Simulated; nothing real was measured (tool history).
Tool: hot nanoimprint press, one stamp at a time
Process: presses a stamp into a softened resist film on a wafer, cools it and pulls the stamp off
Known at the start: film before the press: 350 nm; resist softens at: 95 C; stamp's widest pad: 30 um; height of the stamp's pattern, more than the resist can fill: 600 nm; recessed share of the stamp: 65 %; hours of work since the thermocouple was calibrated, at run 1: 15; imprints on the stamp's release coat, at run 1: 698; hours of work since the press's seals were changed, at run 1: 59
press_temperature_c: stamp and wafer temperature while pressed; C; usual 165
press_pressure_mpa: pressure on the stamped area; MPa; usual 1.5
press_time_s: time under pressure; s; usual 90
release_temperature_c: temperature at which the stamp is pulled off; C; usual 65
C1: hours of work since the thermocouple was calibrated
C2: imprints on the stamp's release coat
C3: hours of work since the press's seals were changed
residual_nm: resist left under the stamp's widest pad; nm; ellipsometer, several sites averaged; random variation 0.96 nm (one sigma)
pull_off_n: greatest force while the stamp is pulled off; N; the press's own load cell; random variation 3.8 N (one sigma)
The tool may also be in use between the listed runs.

Run 1, hour 0: usual settings; C1 15; C2 698; C3 59. Result: residual_nm 137.8 nm, pull_off_n 237 N.
Run 2, hour 11.5: usual settings; C1 22; C2 738; C3 66. Result: residual_nm 136.8 nm, pull_off_n 244 N.
Run 3, hour 27.8: usual settings; C1 33; C2 796; C3 77. Result: residual_nm 137.2 nm, pull_off_n 237 N.
Run 4, hour 34.6: usual settings; C1 38; C2 819; C3 82. Result: residual_nm 135.9 nm, pull_off_n 241 N.
Run 5, hour 47.5: usual settings; C1 46; C2 865; C3 90. Result: residual_nm 137.2 nm, pull_off_n 230 N.
Run 6, hour 56.5: usual settings; C1 52; C2 896; C3 96. Result: residual_nm 136.2 nm, pull_off_n 239 N.
Run 7, hour 67.1: usual settings; C1 59; C2 934; C3 103. Result: residual_nm 136.7 nm, pull_off_n 236 N.
Run 8, hour 77.9: usual settings; C1 67; C2 972; C3 111. Result: residual_nm 136 nm, pull_off_n 251 N.
Run 9, hour 90.1: usual settings; C1 75; C2 1014; C3 119. Result: residual_nm 134.6 nm, pull_off_n 250 N.
Run 10, hour 105.1: usual settings; C1 85; C2 1067; C3 129. Result: residual_nm 136.9 nm, pull_off_n 247 N.

Run 11 comes next. What will it give?
Run 11, hour 117.8: usual settings but press_temperature_c 155 C; C1 93; C2 1112; C3 137. Result: residual_nm ?, pull_off_n ?.

{"run 11": {"residual_nm": 210.8, "pull_off_n": 257}}
Without the tool's hidden state the same run would have given residual_nm 214.5 nm, pull_off_n 215 N.

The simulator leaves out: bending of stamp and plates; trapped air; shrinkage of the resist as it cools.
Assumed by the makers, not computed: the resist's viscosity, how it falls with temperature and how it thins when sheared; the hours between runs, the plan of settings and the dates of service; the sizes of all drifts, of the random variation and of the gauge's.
